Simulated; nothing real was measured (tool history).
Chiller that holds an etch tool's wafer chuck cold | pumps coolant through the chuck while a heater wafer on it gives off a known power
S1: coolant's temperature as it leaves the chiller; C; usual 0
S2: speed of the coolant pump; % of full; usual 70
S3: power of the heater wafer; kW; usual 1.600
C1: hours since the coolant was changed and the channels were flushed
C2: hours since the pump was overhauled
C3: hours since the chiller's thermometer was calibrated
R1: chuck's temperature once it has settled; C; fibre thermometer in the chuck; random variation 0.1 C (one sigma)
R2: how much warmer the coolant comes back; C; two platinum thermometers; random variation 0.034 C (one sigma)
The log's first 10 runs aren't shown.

run	hour	S1	S2	S3	C1	C2	C3	R1	R2
11	1586.1	1	70	1.600	1226	3510	1024	19.2	5.46
12	1736.6	0	86	1.600	1376	3660	1175	15.8	4.52
13	1871.0	0	70	1.600	1511	3795	1309	18.4	5.56
14	2009.7	0	70	1.600	1649	3934	1448	18.6	5.58
15	2133.7	0	70	1.600	1773	4057	1572	18.8	5.64
16	2314.2	0	70	1.600	1954	4238	1752	18.9	5.59
17	2536.4	0	70	1.600	2176	4460	1975	19.0	5.67
18	2732.4	0	93	1.118	2372	4656	2171	11.1	3.00
19	2896.2	0	93	1.118	2536	4820	2334	11.3	2.97
20	3089.5	0	93	1.118	2729	5013	2528	11.5	3.04
21	3213.9	4	87	2.173	2854	5138	2652	27.1	6.36
# hour 3297.5: chiller's thermometer calibrated
22	3407.2	7	66	0.865	3046	5330	110	18.3	3.35
23	3575.0	0	88	1.411	3214	5498	277	15.2	4.12
# hour 3600.8: coolant pump overhauled
24	3770.5	0	88	1.411	3404	170	468	13.9	3.59
25	3917.8	-7	88	2.048	3552	317	615	13.6	5.26
26	4115.2	3	99	0.965	3749	514	813	11.9	2.23
27	4272.8	0	79	0.855	3907	672	970	9.3	2.45
28	4473.5	0	79	0.855	4107	873	1171	9.6	2.52
29	4693.7	0	70	1.630	4327	1093	1391	19.9	5.30
30	4803.6	0	61	1.630	4437	1203	1501	21.9	6.17
31	4944.8	0	61	1.630	4579	1344	1642	22.2	6.21

3 ways to go on from here, each from the tool as it stands after run 31. What would each give?
A	5037.3	-1	62	0.978	4671	1436	1735	?	?
B	5037.3	7	61	1.630	4671	1436	1735	?	?
C	5037.3	-6	74	1.630	4671	1436	1735	?	?

run	R1	R2
A	12.1	3.64
B	29.2	6.14
C	13.5	5.09
Without the tool's hidden state the same runs would have given:
run	R1	R2
A	9.8	3.50
B	25.3	5.90
C	10.0	4.89

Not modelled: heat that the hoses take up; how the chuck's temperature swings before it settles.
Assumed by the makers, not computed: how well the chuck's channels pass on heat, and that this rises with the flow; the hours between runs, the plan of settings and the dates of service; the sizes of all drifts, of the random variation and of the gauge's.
